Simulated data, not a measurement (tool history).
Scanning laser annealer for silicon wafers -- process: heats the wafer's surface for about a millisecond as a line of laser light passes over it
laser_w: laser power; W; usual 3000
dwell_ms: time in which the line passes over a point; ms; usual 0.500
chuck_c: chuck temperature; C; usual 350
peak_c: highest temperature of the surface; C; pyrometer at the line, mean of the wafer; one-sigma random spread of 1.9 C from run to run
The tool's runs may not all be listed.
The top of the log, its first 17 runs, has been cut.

run,hour,laser_w,dwell_ms,chuck_c,peak_c
18,202.0,3000,0.500,350,1161
19,219.2,3000,0.500,350,1162
# hour 228.8: window over the wafer cleaned, once more
20,234.7,3000,0.500,350,1173
21,243.5,3223,0.430,350,1157
22,255.3,3223,0.384,350,1104
23,264.5,3079,0.557,365,1270
24,279.1,3079,0.557,365,1267
25,289.9,3079,0.557,365,1270
26,298.8,3079,0.557,365,1270
27,312.4,2761,0.531,329,1121
28,321.1,3269,0.567,329,1291
29,335.8,2634,0.413,329,977
30,343.4,2634,0.413,329,980
31,351.6,2828,0.373,329,982
32,364.4,2608,0.411,333,976
33,379.2,2772,0.433,350,1050
34,387.9,2772,0.433,350,1054
35,395.5,2772,0.459,326,1051
36,413.2,2772,0.459,334,1059
37,426.2,2772,0.459,334,1057
38,438.5,2833,0.484,355,1119
39,450.7,3230,0.401,385,1157
40,468.3,3230,0.401,385,1162

Forecast each of these 4 alternatives for the next run:
A,478.0,2719,0.500,350,?
B,478.0,3230,0.484,318,?
C,478.0,3116,0.401,348,?
D,478.0,3065,0.550,310,?

run,peak_c
A,1096
B,1182
C,1095
D,1198
Had the tool no hidden state, the same runs would have come out as:
run,peak_c
A,1107
B,1194
C,1106
D,1212

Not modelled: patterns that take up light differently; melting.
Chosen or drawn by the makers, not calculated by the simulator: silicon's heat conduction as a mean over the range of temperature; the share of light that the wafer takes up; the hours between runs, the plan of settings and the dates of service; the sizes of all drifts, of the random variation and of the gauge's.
